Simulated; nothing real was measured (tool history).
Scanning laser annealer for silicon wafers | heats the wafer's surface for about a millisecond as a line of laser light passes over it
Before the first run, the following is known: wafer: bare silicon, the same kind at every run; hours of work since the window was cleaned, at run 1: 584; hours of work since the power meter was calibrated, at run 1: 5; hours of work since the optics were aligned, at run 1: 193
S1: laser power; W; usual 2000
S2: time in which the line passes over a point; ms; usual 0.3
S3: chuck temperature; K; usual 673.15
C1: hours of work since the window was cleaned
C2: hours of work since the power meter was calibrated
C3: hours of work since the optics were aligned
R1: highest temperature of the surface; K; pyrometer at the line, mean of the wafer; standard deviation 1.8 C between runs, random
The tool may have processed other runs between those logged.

run	hour	S1	S2	S3	C1	C2	C3	R1
1	0	2000	0.3	673.15	584	5	193	1485.15
2	4.5	2000	0.3	673.15	587	8	196	1482.15
# hour 7.1: window over the wafer cleaned
3	14.9	2000	0.3	673.15	5	14	201	1480.15
4	21	2000	0.3	673.15	9	18	205	1481.15
5	27.1	2000	0.24	673.15	13	22	209	1385.15
# hour 34.1: window over the wafer cleaned, once more
6	34.6	2000	0.3	654.15	0	25	213	1496.15
7	42.9	2000	0.3	654.15	6	31	218	1494.15
8	51.5	2000	0.3	654.15	11	36	224	1492.15
9	59.6	2000	0.239	673.15	17	42	229	1414.15
10	66.1	2000	0.3	673.15	21	46	234	1512.15
11	70.6	2000	0.3	638.15	24	49	236	1474.15
12	77.5	2171	0.3	673.15	29	54	241	1577.15
13	81.7	2171	0.3	673.15	31	56	244	1579.15
14	90.9	2000	0.223	710.15	37	62	250	1424.15
15	99.5	1883	0.306	710.15	43	68	256	1509.15
16	108.4	1961	0.3	673.15	49	74	261	1493.15
17	115	1961	0.3	673.15	53	78	266	1492.15
18	119.8	2010	0.3	673.15	56	81	269	1512.15
19	126.5	2048	0.248	636.15	61	86	273	1411.15
20	133.6	2048	0.248	636.15	66	91	278	1408.15
21	139.4	2048	0.248	636.15	69	94	282	1406.15
22	147.4	1859	0.348	697.15	75	100	287	1542.15
23	153.1	1859	0.348	697.15	78	103	291	1542.15

Selected run-to-run steps in R1, each split into two signed amounts: the part the tool would show with no hidden state at all (from settings, incoming material and random variation), and the remainder, which goes to the hidden state together with any gauge scatter not common to the measured and the hidden-state-free results:
Hidden state present: light that passes the window, % of a clean one's; laser's true power over the reading, %; width of the line over the set one, %; drift of the gauge itself on peak_c, C.
Run 4 -> 5: S2 0.3 -> 0.24. R1 -96 K: hidden state +5, all else -101.
Run 5 -> 6: S2 0.24 -> 0.3, S3 673.15 -> 654.15, window over the wafer cleaned, once more. R1 +111 K: hidden state +28, all else +83.
Run 13 -> 14: S1 2171 -> 2000, S2 0.3 -> 0.223, S3 673.15 -> 710.15. R1 -155 K: hidden state +0, all else -155.
Run 21 -> 22: S1 2048 -> 1859, S2 0.248 -> 0.348, S3 636.15 -> 697.15. R1 +136 K: hidden state -1, all else +137.
